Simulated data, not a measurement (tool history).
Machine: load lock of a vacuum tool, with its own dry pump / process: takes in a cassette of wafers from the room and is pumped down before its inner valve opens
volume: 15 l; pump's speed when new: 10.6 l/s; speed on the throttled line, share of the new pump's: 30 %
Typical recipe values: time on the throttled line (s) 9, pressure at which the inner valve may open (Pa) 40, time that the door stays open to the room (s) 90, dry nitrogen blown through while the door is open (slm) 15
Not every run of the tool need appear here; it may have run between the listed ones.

run	day	time on the throttled line (s)	pressure at which the inner valve may open (Pa)	time that the door stays open to the room (s)	dry nitrogen blown through while the door is open (slm)	incoming humidity of the room's air, %	time from the closed door until the inner valve may open (s)	rise of the pressure with all valves shut (Pa/min)
1	0.000	9	40	90	15	44.9	17.7	0.056
2	7.888	9	40	90	15	43.4	17.6	0.053
3	12.738	9	40	41	15	46.1	17.8	0.046
4	18.975	9	40	41	15	42.9	17.2	0.034
5	24.438	9	40	41	15	44.1	17.7	0.039
6	32.338	9	40	90	15	39.2	17.4	0.055
7	38.262	9	40	90	15	42.1	17.6	0.054
8	47.492	9	40	216	15	45.6	17.1	0.094
9	52.504	9	40	216	15	44.5	17.8	0.089
10	61.021	10	40	90	15	45.0	18.1	0.057
11	67.888	8	40	90	15	45.6	16.7	0.056
12	75.312	9	67	90	15	44.6	16.9	0.057
13	80.262	9	67	90	15	43.5	16.7	0.057
14	89.433	9	67	90	15	48.4	16.7	0.062
15	98.508	9	71	90	15	44.6	16.5	0.059
16	103.250	9	40	90	15	47.3	17.4	0.064
17	112.750	9	40	149	15	42.3	17.4	0.075
18	123.412	9	66	90	15	43.5	16.6	0.057
19	128.254	9	47	140	6	45.7	17.1	0.089
20	138.375	5	40	32	15	47.7	14.6	0.039
21	142.950	8	39	90	15	47.6	16.6	0.068
22	148.142	17	39	90	15	42.9	23.2	0.058
23	155.667	9	40	53	15	43.7	17.6	0.046
24	166.196	8	68	62	10	45.4	16.2	0.056
25	171.442	8	68	62	10	47.7	16.1	0.057

Forecast run 26:
26	180.917	9	33	149	15	48.4	?	?

{"run 26": {"time from the closed door until the inner valve may open (s)": 17.6, "rise of the pressure with all valves shut (Pa/min)": 0.078}}
Without the tool's hidden state the same run would have given time from the closed door until the inner valve may open (s) 17.6, rise of the pressure with all valves shut (Pa/min) 0.078.
